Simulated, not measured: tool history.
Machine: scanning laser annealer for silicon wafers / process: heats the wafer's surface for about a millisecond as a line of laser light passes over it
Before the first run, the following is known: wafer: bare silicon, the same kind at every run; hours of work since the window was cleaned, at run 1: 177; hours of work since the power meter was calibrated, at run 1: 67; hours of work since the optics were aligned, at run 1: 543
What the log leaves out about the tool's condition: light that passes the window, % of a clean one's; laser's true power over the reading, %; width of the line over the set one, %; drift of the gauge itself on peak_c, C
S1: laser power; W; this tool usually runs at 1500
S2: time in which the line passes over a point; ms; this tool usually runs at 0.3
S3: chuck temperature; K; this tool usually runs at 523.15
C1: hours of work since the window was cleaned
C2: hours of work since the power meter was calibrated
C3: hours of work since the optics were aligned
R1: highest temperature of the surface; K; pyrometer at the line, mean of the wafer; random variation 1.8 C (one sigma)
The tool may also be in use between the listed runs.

run	hour	S1	S2	S3	C1	C2	C3	R1
1	0	1500	0.3	523.15	177	67	543	1301.15
2	6.5	1500	0.3	523.15	181	71	547	1299.15
3	14.1	1500	0.3	523.15	186	76	552	1297.15
4	24.5	1500	0.3	513.15	192	82	559	1289.15
5	33.1	1500	0.3	523.15	198	88	564	1299.15
6	39.3	1500	0.3	523.15	202	92	568	1296.15
7	51.1	1500	0.3	523.15	209	99	575	1297.15
8	58.6	1500	0.3	498.15	214	104	580	1272.15
9	69.6	1287	0.3	487.15	221	110	587	1119.15
10	76.7	1287	0.3	499.15	225	115	591	1131.15
11	87.5	1471	0.279	499.15	232	122	598	1228.15
12	94.3	1484	0.3	554.15	236	126	602	1316.15
13	100.1	1484	0.3	554.15	240	130	606	1316.15
14	107.9	1484	0.35	554.15	244	134	611	1366.15

Each run again, without the hidden state but with its own random variation kept:
run	R1
1	1326.15
2	1324.15
3	1323.15
4	1315.15
5	1325.15
6	1323.15
7	1324.15
8	1300.15
9	1141.15
10	1154.15
11	1255.15
12	1345.15
13	1344.15
14	1397.15
